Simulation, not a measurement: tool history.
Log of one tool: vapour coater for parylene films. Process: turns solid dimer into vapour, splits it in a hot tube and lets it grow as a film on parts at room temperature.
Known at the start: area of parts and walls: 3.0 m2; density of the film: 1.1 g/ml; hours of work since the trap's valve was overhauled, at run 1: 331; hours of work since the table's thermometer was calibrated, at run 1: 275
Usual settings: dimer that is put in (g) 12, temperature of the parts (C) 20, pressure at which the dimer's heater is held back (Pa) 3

run    hour  dimer that is put in (g)  temperature of the parts (C)  pressure at which the dimer's heater is held back (Pa)  hours of work since the trap's valve was overhauled  hours of work since the table's thermometer was calibrated  thickness of the film (nm)
  1       0                        12                            20                                                       3                                                  331                                                         275                        2430
  2    52.9                        12                            20                                                    9.01                                                  370                                                         313                        2020
  3   104.2                        12                            20                                                    9.01                                                  407                                                         351                        2020
  4   145.7                        12                            20                                                    9.01                                                  437                                                         381                        2020
  5   199.2                        12                            20                                                    9.01                                                  475                                                         419                        1990
      259.5  -- trap's valve overhauled
  6   260.9                        12                            20                                                    9.01                                                    1                                                         461                        2110
  7   303.4                         9                            20                                                       3                                                   32                                                         492                        1890
  8   346.1                         9                            20                                                       3                                                   63                                                         523                        1860
  9   379.8                         9                            20                                                       3                                                   87                                                         547                        1870
 10     428                         9                            20                                                       3                                                  122                                                         582                        1860
 11   482.3                         9                            20                                                       3                                                  161                                                         621                        1880
 12   538.2                        12                            14                                                       3                                                  202                                                         662                        3190
 13   581.3                        12                            26                                                       3                                                  233                                                         693                        1910
 14     605                        12                            26                                                       3                                                  250                                                         710                        1900
 15   661.9                         5                            24                                                   11.65                                                  291                                                         751                         680
 16     697                        19                            17                                                   11.65                                                  317                                                         777                        3460
 17   727.6                        12                            27                                                    3.44                                                  339                                                         799                        1780
 18     763                        12                            12                                                    9.64                                                  364                                                         825                        2780
 19   797.3                         7                            20                                                       3                                                  389                                                         849                        1410
 20   843.2                         7                            14                                                       3                                                  422                                                         883                        1770
 21   895.4                         6                            32                                                       3                                                  460                                                         920                         730
 22   927.8                        14                            32                                                    4.49                                                  484                                                         944                        1600
      978.2  -- trap's valve overhauled
 23   988.1                        19                            20                                                    4.48                                                    7                                                         985                        3680
 24  1042.5                        18                            18                                                       3                                                   47                                                        1024                        4080
 25  1081.7                         8                            15                                                    5.96                                                   75                                                        1052                        1810
     1109.5  -- table's thermometer calibrated
 26  1123.1                         8                            15                                                    8.87                                                  104                                                          10                        1700
 27  1161.9                        12                            18                                                       3                                                  132                                                          38                        2760

Forecast each of these 5 alternatives for the next run:
  A  1202.4                        14                            18                                                    6.02                                                  162                                                          67                           ?
  B  1202.4                        10                            32                                                     4.8                                                  162                                                          67                           ?
  C  1202.4                         7                            18                                                    4.87                                                  162                                                          67                           ?
  D  1202.4                         5                            19                                                    4.28                                                  162                                                          67                           ?
  E  1202.4                        12                            18                                                    8.03                                                  162                                                          67                           ?

run  thickness of the film (nm)
  A                        2810
  B                        1190
  C                        1470
  D                        1020
  E                        2340
Without the tool's hidden state the same runs would have given:
run  thickness of the film (nm)
  A                        2870
  B                        1220
  C                        1500
  D                        1040
  E                        2390
